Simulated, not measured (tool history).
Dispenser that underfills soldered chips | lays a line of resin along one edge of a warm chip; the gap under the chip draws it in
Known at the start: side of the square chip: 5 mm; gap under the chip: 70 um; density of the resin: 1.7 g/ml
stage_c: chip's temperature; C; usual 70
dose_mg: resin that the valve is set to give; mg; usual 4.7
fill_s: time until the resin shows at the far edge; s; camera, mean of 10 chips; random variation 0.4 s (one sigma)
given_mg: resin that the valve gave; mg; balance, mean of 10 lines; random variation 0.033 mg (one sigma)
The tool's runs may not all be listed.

{"run": 1, "hour": 0.0, "stage_c": 70, "dose_mg": 4.7, "fill_s": 29.8, "given_mg": 4.47}
{"hour": 6.5, "done": "new syringe of resin"}
{"run": 2, "hour": 7.0, "stage_c": 70, "dose_mg": 4.7, "fill_s": 29.1, "given_mg": 4.51}
{"run": 3, "hour": 10.6, "stage_c": 70, "dose_mg": 4.7, "fill_s": 32.1, "given_mg": 4.46}
{"hour": 15.1, "done": "new syringe of resin"}
{"run": 4, "hour": 19.4, "stage_c": 70, "dose_mg": 4.7, "fill_s": 32.8, "given_mg": 4.47}
{"hour": 23.9, "done": "new syringe of resin"}
{"run": 5, "hour": 24.7, "stage_c": 70, "dose_mg": 4.32, "fill_s": 29.8, "given_mg": 4.02}
{"run": 6, "hour": 32.1, "stage_c": 70, "dose_mg": 4.32, "fill_s": 38.4, "given_mg": 4.08}
{"hour": 33.1, "done": "new syringe of resin"}
{"run": 7, "hour": 40.5, "stage_c": 85, "dose_mg": 4.32, "fill_s": 17.2, "given_mg": 4.03}
{"hour": 41.7, "done": "new syringe of resin"}
{"run": 8, "hour": 45.7, "stage_c": 85, "dose_mg": 4.32, "fill_s": 14.8, "given_mg": 4.09}
{"hour": 50.5, "done": "new syringe of resin"}
{"run": 9, "hour": 54.4, "stage_c": 62, "dose_mg": 5.36, "fill_s": 49.7, "given_mg": 4.95}
{"hour": 59.3, "done": "new syringe of resin"}
{"run": 10, "hour": 59.6, "stage_c": 62, "dose_mg": 5.36, "fill_s": 43.3, "given_mg": 4.96}
{"run": 11, "hour": 65.7, "stage_c": 62, "dose_mg": 5.36, "fill_s": 54.2, "given_mg": 4.92}
{"hour": 68.1, "done": "new syringe of resin"}
{"hour": 71.0, "done": "dispensing valve cleaned and set on the balance"}
{"run": 12, "hour": 71.3, "stage_c": 69, "dose_mg": 5.99, "fill_s": 30.8, "given_mg": 6.07}

5 ways to go on from here, each from the tool as it stands after run 12. What would each give?
{"hour": 78.0, "done": "new syringe of resin"}
{"run": "A", "hour": 79.4, "stage_c": 70, "dose_mg": 5.64, "fill_s": "?", "given_mg": "?"}
{"hour": 78.0, "done": "new syringe of resin"}
{"run": "B", "hour": 79.4, "stage_c": 79, "dose_mg": 4.7, "fill_s": "?", "given_mg": "?"}
{"hour": 78.0, "done": "new syringe of resin"}
{"run": "C", "hour": 79.4, "stage_c": 67, "dose_mg": 4.33, "fill_s": "?", "given_mg": "?"}
{"hour": 78.0, "done": "new syringe of resin"}
{"run": "D", "hour": 79.4, "stage_c": 72, "dose_mg": 6.03, "fill_s": "?", "given_mg": "?"}
{"hour": 78.0, "done": "new syringe of resin"}
{"run": "E", "hour": 79.4, "stage_c": 70, "dose_mg": 5.2, "fill_s": "?", "given_mg": "?"}

run=A fill_s=28.3 given_mg=5.58
run=B fill_s=19.3 given_mg=4.68
run=C fill_s=35.4 given_mg=4.36
run=D fill_s=25.5 given_mg=5.97
run=E fill_s=28.6 given_mg=5.18
Without the tool's hidden state the same runs would have given:
run=A fill_s=25.6 given_mg=5.6
run=B fill_s=17.5 given_mg=4.7
run=C fill_s=31.9 given_mg=4.38
run=D fill_s=23 given_mg=5.99
run=E fill_s=25.8 given_mg=5.2
